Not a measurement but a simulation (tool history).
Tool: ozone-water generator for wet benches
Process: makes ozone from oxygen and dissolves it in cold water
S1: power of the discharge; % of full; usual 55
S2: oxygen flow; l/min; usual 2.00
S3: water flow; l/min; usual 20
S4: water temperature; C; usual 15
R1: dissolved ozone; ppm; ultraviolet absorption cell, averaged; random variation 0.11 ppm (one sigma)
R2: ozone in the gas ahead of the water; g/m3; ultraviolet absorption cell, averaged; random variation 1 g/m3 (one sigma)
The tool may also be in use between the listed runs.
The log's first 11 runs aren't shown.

{"run": 12, "hour": 612.2, "S1": 55, "S2": 2.0, "S3": 20, "S4": 17, "R1": 8.2, "R2": 169.1}
{"run": 13, "hour": 667.8, "S1": 55, "S2": 2.0, "S3": 20, "S4": 17, "R1": 8.4, "R2": 169.6}
{"run": 14, "hour": 725.8, "S1": 55, "S2": 2.0, "S3": 20, "S4": 15, "R1": 8.2, "R2": 169.2}
{"run": 15, "hour": 776.1, "S1": 55, "S2": 1.82, "S3": 20, "S4": 15, "R1": 8.3, "R2": 180.2}
{"run": 16, "hour": 817.2, "S1": 55, "S2": 2.0, "S3": 13, "S4": 15, "R1": 12.5, "R2": 168.2}
{"run": 17, "hour": 866.0, "S1": 55, "S2": 2.0, "S3": 12, "S4": 10, "R1": 14.2, "R2": 168.3}
{"hour": 875.6, "done": "contactor cleaned"}
{"run": 18, "hour": 934.1, "S1": 55, "S2": 2.0, "S3": 12, "S4": 10, "R1": 14.0, "R2": 169.1}
{"run": 19, "hour": 969.1, "S1": 100, "S2": 3.33, "S3": 12, "S4": 13, "R1": 19.0, "R2": 174.2}
{"hour": 1031.2, "done": "contactor cleaned, once more"}
{"run": 20, "hour": 1032.6, "S1": 100, "S2": 2.55, "S3": 12, "S4": 13, "R1": 19.8, "R2": 208.6}
{"run": 21, "hour": 1090.0, "S1": 80, "S2": 1.42, "S3": 22, "S4": 13, "R1": 9.3, "R2": 264.0}
{"run": 22, "hour": 1161.3, "S1": 92, "S2": 2.51, "S3": 14, "S4": 21, "R1": 15.3, "R2": 199.0}
{"run": 23, "hour": 1227.0, "S1": 92, "S2": 2.51, "S3": 14, "S4": 21, "R1": 15.3, "R2": 198.1}
{"run": 24, "hour": 1296.0, "S1": 92, "S2": 2.51, "S3": 14, "S4": 21, "R1": 14.9, "R2": 197.5}
{"run": 25, "hour": 1363.3, "S1": 92, "S2": 2.51, "S3": 14, "S4": 21, "R1": 15.0, "R2": 196.5}
{"run": 26, "hour": 1432.9, "S1": 92, "S2": 2.51, "S3": 14, "S4": 21, "R1": 15.0, "R2": 195.0}
{"run": 27, "hour": 1478.3, "S1": 92, "S2": 2.51, "S3": 13, "S4": 23, "R1": 15.5, "R2": 195.6}
{"run": 28, "hour": 1534.9, "S1": 44, "S2": 2.51, "S3": 13, "S4": 9, "R1": 11.7, "R2": 124.7}
{"run": 29, "hour": 1603.7, "S1": 74, "S2": 1.23, "S3": 30, "S4": 16, "R1": 6.0, "R2": 272.5}

Run 30 comes next. What will it give?
{"run": 30, "hour": 1644.6, "S1": 55, "S2": 1.58, "S3": 31, "S4": 20, "R1": "?", "R2": "?"}

{"run 30": {"R1": 4.9, "R2": 192.1}}
Without the tool's hidden state the same run would have given R1 5.4 ppm, R2 209.3 g/m3.
